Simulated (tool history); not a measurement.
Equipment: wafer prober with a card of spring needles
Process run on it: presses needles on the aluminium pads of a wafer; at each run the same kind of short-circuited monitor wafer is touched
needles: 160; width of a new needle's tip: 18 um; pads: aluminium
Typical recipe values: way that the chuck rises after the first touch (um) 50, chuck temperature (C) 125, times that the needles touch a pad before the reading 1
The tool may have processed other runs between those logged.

run	hour	way that the chuck rises after the first touch (um)	chuck temperature (C)	times that the needles touch a pad before the reading	resistance of one needle with its contact and lead (mohm)	way that a needle slides on the pad (um)
1	0	50	125	1	216	6.27
# hour 7.3: tips cleaned on abrasive film
2	12.2	50	125	1	215	6.34
# hour 15.6: tips cleaned on abrasive film
3	21.8	50	125	1	213	6.35
# hour 23.3: tips cleaned on abrasive film
4	27.3	50	125	1	210	6.31
# hour 31.2: tips cleaned on abrasive film
5	33.8	50	125	1	212	6.35
# hour 39.2: tips cleaned on abrasive film
6	42.5	50	125	1	215	6.41
# hour 47: tips cleaned on abrasive film
7	49.5	50	125	1	216	6.29
# hour 55.3: tips cleaned on abrasive film
8	57.2	50	125	1	211	6.31
# hour 63.3: tips cleaned on abrasive film
9	66.5	50	125	1	211	6.25
# hour 71.2: tips cleaned on abrasive film
10	75.1	50	125	1	211	6.3
# hour 78.5: tips cleaned on abrasive film
11	84.7	62	38	1	190	7.76
# hour 85.8: tips cleaned on abrasive film
# hour 93.2: tips cleaned on abrasive film
12	94.2	50	38	1	193	6.23
# hour 100.9: tips cleaned on abrasive film
13	106.2	50	38	1	192	6.35
# hour 108.2: tips cleaned on abrasive film
# hour 115.7: tips cleaned on abrasive film
14	115.8	61	56	3	194	7.69
# hour 123.4: tips cleaned on abrasive film
15	125.7	38	125	1	221	4.76
# hour 131.3: tips cleaned on abrasive film
16	137.4	46	46	2	197	5.82
# hour 138.8: tips cleaned on abrasive film
17	145.7	42	125	2	219	5.28
# hour 146.4: tips cleaned on abrasive film
# hour 153.9: tips cleaned on abrasive film
18	155.8	33	125	2	226	4.23
# hour 161.3: tips cleaned on abrasive film
19	161.5	32	82	3	212	4.01
# hour 168.7: tips cleaned on abrasive film
20	169.2	35	32	3	203	4.38

Predict each of these 3 candidate next runs independently; none follows another, all start after run 20:
# hour 176.2: tips cleaned on abrasive film
A	176.5	50	39	1	?	?
# hour 176.2: tips cleaned on abrasive film
B	176.5	39	32	3	?	?
# hour 176.2: tips cleaned on abrasive film
C	176.5	35	32	2	?	?

run	resistance of one needle with its contact and lead (mohm)	way that a needle slides on the pad (um)
A	197	6.33
B	197	4.98
C	198	4.37
Take away the tool's hidden state, keep each run's random variation, and the runs would have read:
run	resistance of one needle with its contact and lead (mohm)	way that a needle slides on the pad (um)
A	197	6.33
B	197	4.98
C	198	4.37
